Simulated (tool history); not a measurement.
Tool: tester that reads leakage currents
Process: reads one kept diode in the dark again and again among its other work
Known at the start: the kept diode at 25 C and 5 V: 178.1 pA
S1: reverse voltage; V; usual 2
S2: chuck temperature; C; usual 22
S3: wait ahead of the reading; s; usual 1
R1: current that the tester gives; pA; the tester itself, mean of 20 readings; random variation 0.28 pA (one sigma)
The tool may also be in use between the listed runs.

run	hour	S1	S2	S3	R1
1	0	2	22	1	111.09
# hour 61.9: chuck's temperature calibrated
2	147.7	2	22	1	93.2
3	264	2	22	1	93.7
4	423.1	2	22	1	94.83
5	583.6	2	22	1	95.82
6	779.6	2	22	1	96.48
7	957.8	2	22	1	97.72
8	1106.1	2	22	1	98.85
9	1225.4	2	22	1	99.52
10	1312	2	22	1	99.91
11	1431.4	2	22	1	100.2
12	1636	2	31	1	232.59
# hour 1753.7: probe card cleaned and baked
13	1814.9	2	31	1	231.3
14	1991.9	2	31	1	236.25
15	2104.4	2	31	1	236.92
16	2262.6	2	31	1	239.72
17	2455.7	2	31	1	241.9
18	2639.2	2	31	1	244.3
19	2781.8	17.26	22	1	262.71
20	2976.5	10.27	25	0.44	284.45
21	3074.6	1.62	50	0.34	1130.76
# hour 3224.7: chuck's temperature calibrated
22	3238.4	1.62	50	1.62	972.86
23	3325	12.51	55	1.73	3362.75
24	3420.6	1.78	28	1.68	155.01
25	3614.4	4.57	48	6.44	1287.77
26	3792.5	2	27	0.32	152.93
27	3989.5	3.43	22	3.61	120.99
28	4085.7	2.69	47	3.61	988.95
29	4247.6	2.38	47	0.32	945.49
30	4343.1	5.15	20	0.77	121.31
31	4482.4	5.15	20	0.77	121.27
32	4630.6	5.15	20	0.77	123.57
33	4754.7	2.71	23	0.47	126.34
34	4916	2.71	23	0.47	127.94
35	5117.4	2.71	23	0.47	129.76
36	5257.1	3.12	27	1.1	199.18

Forecast each of these 4 alternatives for the next run:
A	5442.4	3.12	27	2.91	?
B	5442.4	3.12	28	5.63	?
C	5442.4	18.81	22	2.49	?
D	5442.4	3.12	21	0.36	?

run	R1
A	201.78
B	221.78
C	267.88
D	116.2
Without the tool's hidden state the same runs would have given:
run	R1
A	177.78
B	195.66
C	230.63
D	101.58

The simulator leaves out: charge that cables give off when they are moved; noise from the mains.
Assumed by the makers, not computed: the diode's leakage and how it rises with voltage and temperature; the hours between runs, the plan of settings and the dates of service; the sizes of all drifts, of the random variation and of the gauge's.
